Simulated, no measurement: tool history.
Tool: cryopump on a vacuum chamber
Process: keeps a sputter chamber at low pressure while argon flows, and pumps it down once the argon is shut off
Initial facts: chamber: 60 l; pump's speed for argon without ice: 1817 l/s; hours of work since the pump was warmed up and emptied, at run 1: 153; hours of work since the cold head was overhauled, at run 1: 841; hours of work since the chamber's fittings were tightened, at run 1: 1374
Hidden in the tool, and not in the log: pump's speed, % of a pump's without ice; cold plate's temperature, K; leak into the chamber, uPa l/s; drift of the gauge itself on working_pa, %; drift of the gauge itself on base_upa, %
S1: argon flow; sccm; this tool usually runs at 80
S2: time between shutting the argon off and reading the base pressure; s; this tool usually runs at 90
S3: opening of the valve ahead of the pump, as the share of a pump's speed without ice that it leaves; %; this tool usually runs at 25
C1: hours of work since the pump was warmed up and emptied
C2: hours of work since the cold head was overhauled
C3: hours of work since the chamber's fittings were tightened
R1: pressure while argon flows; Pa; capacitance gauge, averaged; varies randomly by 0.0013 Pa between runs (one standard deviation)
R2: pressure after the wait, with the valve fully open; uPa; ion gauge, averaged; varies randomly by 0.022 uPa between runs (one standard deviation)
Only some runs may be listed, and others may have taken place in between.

Run 1, hour 0: usual settings; C1 153; C2 841; C3 1374. Result: R1 0.3005 Pa, R2 1.21 uPa.
Run 2, hour 33.4: usual settings but S3 40 %; C1 167; C2 856; C3 1388. Result: R1 0.1895 Pa, R2 1.21 uPa.
Run 3, hour 104.6: usual settings; C1 198; C2 886; C3 1419. Result: R1 0.3035 Pa, R2 1.21 uPa.
Run 4, hour 161.3: usual settings; C1 222; C2 910; C3 1443. Result: R1 0.3037 Pa, R2 1.21 uPa.
Run 5, hour 222.7: usual settings but S1 134 sccm; C1 248; C2 937; C3 1469. Result: R1 0.5076 Pa, R2 1.31 uPa.
Run 6, hour 270.9: usual settings but S1 134 sccm; C1 269; C2 957; C3 1490. Result: R1 0.5106 Pa, R2 1.3 uPa.
Run 7, hour 340.5: usual settings but S1 134 sccm; C1 299; C2 987; C3 1520. Result: R1 0.5111 Pa, R2 1.29 uPa.
Run 8, hour 390.6: usual settings but S1 44 sccm; C1 320; C2 1009; C3 1541. Result: R1 0.1689 Pa, R2 1.35 uPa.
Run 9, hour 434.4: usual settings but S1 44 sccm; C1 339; C2 1027; C3 1560. Result: R1 0.1686 Pa, R2 1.3 uPa.
Run 10, hour 476: usual settings but S1 44 sccm; C1 357; C2 1045; C3 1578. Result: R1 0.1687 Pa, R2 1.37 uPa.
Run 11, hour 538: usual settings but S1 59 sccm, S3 23 %; C1 383; C2 1072; C3 1604. Result: R1 0.2445 Pa, R2 1.38 uPa.
At hour 558.4: leaking fittings of the chamber tightened, without venting.
Run 12, hour 577: usual settings but S1 33 sccm, S2 55 s, S3 50 %; C1 399; C2 1088; C3 8. Result: R1 0.0661 Pa, R2 0.85 uPa.
Run 13, hour 652.4: usual settings but S1 60 sccm, S2 55 s, S3 23 %; C1 431; C2 1120; C3 40. Result: R1 0.2506 Pa, R2 0.92 uPa.
Run 14, hour 704.9: usual settings but S1 122 sccm, S3 17 %; C1 454; C2 1142; C3 63. Result: R1 0.688 Pa, R2 0.66 uPa.
Run 15, hour 782.9: usual settings but S1 122 sccm, S3 17 %; C1 487; C2 1176; C3 96. Result: R1 0.6863 Pa, R2 0.7 uPa.
Run 16, hour 822.5: usual settings but S2 122 s, S3 22 %; C1 504; C2 1193; C3 113. Result: R1 0.3522 Pa, R2 0.58 uPa.
Run 17, hour 891.9: usual settings but S2 77 s; C1 534; C2 1223; C3 143. Result: R1 0.3108 Pa, R2 0.8 uPa.

Below are 3 alternative next runs, each starting from the tool's condition after run 17. Predict each:
Run A, hour 946.2: usual settings but S3 56 %; C1 557; C2 1246; C3 166. Result: R1 ?, R2 ?.
Run B, hour 946.2: usual settings but S2 194 s; C1 557; C2 1246; C3 166. Result: R1 ?, R2 ?.
Run C, hour 946.2: usual settings but S1 46 sccm, S2 96 s, S3 29 %; C1 557; C2 1246; C3 166. Result: R1 ?, R2 ?.

run      R1    R2
  A   0.147  0.73
  B  0.3111   0.5
  C  0.1559  0.72
Without the tool's unlogged condition, the same runs would have read:
run      R1    R2
  A  0.1325  0.59
  B  0.2967  0.36
  C  0.1475  0.57
